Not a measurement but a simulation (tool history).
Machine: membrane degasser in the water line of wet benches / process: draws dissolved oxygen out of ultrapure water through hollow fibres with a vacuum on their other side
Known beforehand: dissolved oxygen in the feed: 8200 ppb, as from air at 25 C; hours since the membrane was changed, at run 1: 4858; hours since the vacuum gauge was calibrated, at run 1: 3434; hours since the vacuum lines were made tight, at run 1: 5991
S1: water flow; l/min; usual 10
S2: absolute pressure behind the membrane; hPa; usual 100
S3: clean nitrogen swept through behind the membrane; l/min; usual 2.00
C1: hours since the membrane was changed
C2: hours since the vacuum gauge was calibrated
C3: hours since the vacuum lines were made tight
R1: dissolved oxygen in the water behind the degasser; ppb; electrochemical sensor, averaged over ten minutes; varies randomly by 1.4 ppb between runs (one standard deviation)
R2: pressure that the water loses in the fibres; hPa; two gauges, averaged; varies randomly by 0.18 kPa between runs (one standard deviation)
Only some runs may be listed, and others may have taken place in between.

run    hour  S1   S2    S3    C1    C2    C3     R1     R2
  1     0.0  10  100  2.00  4858  3434  5991  141.9  317.3
  2   112.7  10  100  2.00  4970  3547  6104  141.7  320.3
  3   252.1  10  100  2.00  5110  3686  6243  139.3  317.4
  4   366.6  10  100  2.00  5224  3800  6358  142.6  318.3
  5   533.5  10  100  2.00  5391  3967  6525  141.5  314.9
  6   652.1  10  100  2.00  5510  4086  6643  142.4  317.7
  7   795.2  10  100  2.00  5653  4229  6786  138.1  317.8
  8   875.5  15  102  2.00  5733  4309  6867  238.7  475.6
  9   962.0  10  177  1.06  5820  4396  6953  378.4  315.0
 10  1112.9  13  212  0.91  5971  4547  7104  651.5  415.8
 11  1185.6  10  124  2.00  6043  4619  7177  170.9  316.3
 12  1276.8   9  207  1.75  6134  4711  7268  269.7  287.7
 13  1367.6   9  207  1.75  6225  4801  7359  270.2  286.2
     1422.7  -- seals of the vacuum lines changed
 14  1477.7   9  207  1.75  6333  4910    55  262.1  283.3

4 ways to go on from here, each from the tool as it stands after run 14. What would each give?
     1497.0  -- vacuum gauge calibrated
  A  1554.5  11  207  4.92  6410  58  131   ?   ?
     1497.0  -- vacuum gauge calibrated
  B  1554.5  14  231  3.36  6410  58  131   ?   ?
     1497.0  -- vacuum gauge calibrated
  C  1554.5  15  207  1.75  6410  58  131   ?   ?
     1497.0  -- vacuum gauge calibrated
  D  1554.5  12  100  2.00  6410  58  131   ?   ?

run     R1     R2
  A  161.0  349.9
  B  295.2  440.7
  C  449.3  481.3
  D  174.6  385.9
The same runs, with their run-to-run variation unchanged, on a tool lacking any hidden condition would have given:
run     R1     R2
  A  154.1  342.3
  B  286.0  431.0
  C  439.6  470.8
  D  167.2  377.5

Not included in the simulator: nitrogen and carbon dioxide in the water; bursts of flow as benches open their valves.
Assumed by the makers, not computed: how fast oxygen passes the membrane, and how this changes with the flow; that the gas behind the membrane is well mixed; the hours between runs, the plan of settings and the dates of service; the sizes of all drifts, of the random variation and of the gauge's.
